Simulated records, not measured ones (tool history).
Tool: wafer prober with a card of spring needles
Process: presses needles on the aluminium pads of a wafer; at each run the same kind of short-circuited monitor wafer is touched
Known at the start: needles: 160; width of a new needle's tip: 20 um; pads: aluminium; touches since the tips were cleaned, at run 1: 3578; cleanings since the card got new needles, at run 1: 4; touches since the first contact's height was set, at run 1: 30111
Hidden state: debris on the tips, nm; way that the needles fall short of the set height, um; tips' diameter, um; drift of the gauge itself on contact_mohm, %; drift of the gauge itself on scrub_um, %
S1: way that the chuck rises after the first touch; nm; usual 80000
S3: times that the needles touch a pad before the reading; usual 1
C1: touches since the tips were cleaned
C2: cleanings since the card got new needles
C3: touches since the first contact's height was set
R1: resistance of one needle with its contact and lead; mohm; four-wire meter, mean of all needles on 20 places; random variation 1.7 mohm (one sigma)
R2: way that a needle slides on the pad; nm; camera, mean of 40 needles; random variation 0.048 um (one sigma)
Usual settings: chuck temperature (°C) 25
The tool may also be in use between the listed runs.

{"run": 1, "hour": 0.0, "S1": 80000, "chuck temperature (°C)": 25, "S3": 1, "C1": 3578, "C2": 4, "C3": 30111, "R1": 196, "R2": 19310}
{"hour": 10.1, "done": "tips cleaned on abrasive film"}
{"run": 2, "hour": 10.1, "S1": 80000, "chuck temperature (°C)": 25, "S3": 1, "C1": 0, "C2": 5, "C3": 32850, "R1": 172, "R2": 19230}
{"run": 3, "hour": 20.2, "S1": 80000, "chuck temperature (°C)": 92, "S3": 1, "C1": 2797, "C2": 5, "C3": 35647, "R1": 206, "R2": 19260}
{"run": 4, "hour": 31.5, "S1": 80000, "chuck temperature (°C)": 92, "S3": 1, "C1": 5910, "C2": 5, "C3": 38760, "R1": 212, "R2": 19370}
{"hour": 33.3, "done": "tips cleaned on abrasive film"}
{"run": 5, "hour": 41.2, "S1": 80000, "chuck temperature (°C)": 68, "S3": 1, "C1": 2178, "C2": 6, "C3": 41399, "R1": 200, "R2": 19250}
{"run": 6, "hour": 50.9, "S1": 80000, "chuck temperature (°C)": 68, "S3": 1, "C1": 4840, "C2": 6, "C3": 44061, "R1": 212, "R2": 19140}
{"hour": 56.0, "done": "tips cleaned on abrasive film"}
{"run": 7, "hour": 62.5, "S1": 80000, "chuck temperature (°C)": 68, "S3": 1, "C1": 1800, "C2": 7, "C3": 47219, "R1": 195, "R2": 19260}
{"run": 8, "hour": 68.3, "S1": 80000, "chuck temperature (°C)": 68, "S3": 1, "C1": 3391, "C2": 7, "C3": 48810, "R1": 204, "R2": 19220}
{"hour": 78.7, "done": "tips cleaned on abrasive film"}
{"run": 9, "hour": 79.0, "S1": 78000, "chuck temperature (°C)": 92, "S3": 1, "C1": 92, "C2": 8, "C3": 51727, "R1": 190, "R2": 18730}
{"run": 10, "hour": 86.5, "S1": 78000, "chuck temperature (°C)": 92, "S3": 1, "C1": 2156, "C2": 8, "C3": 53791, "R1": 204, "R2": 18700}

Forecast each of these 3 alternatives for the next run:
{"run": "A", "hour": 93.7, "S1": 71000, "chuck temperature (°C)": 26, "S3": 2, "C1": 4151, "C2": 8, "C3": 55786, "R1": "?", "R2": "?"}
{"run": "B", "hour": 93.7, "S1": 80000, "chuck temperature (°C)": 25, "S3": 1, "C1": 4151, "C2": 8, "C3": 55786, "R1": "?", "R2": "?"}
{"run": "C", "hour": 93.7, "S1": 61000, "chuck temperature (°C)": 25, "S3": 1, "C1": 4151, "C2": 8, "C3": 55786, "R1": "?", "R2": "?"}

run=A R1=197 R2=16990
run=B R1=199 R2=19270
run=C R1=225 R2=14630
Without the tool's hidden state the same runs would have given:
run=A R1=176 R2=17190
run=B R1=171 R2=19470
run=C R1=178 R2=14830
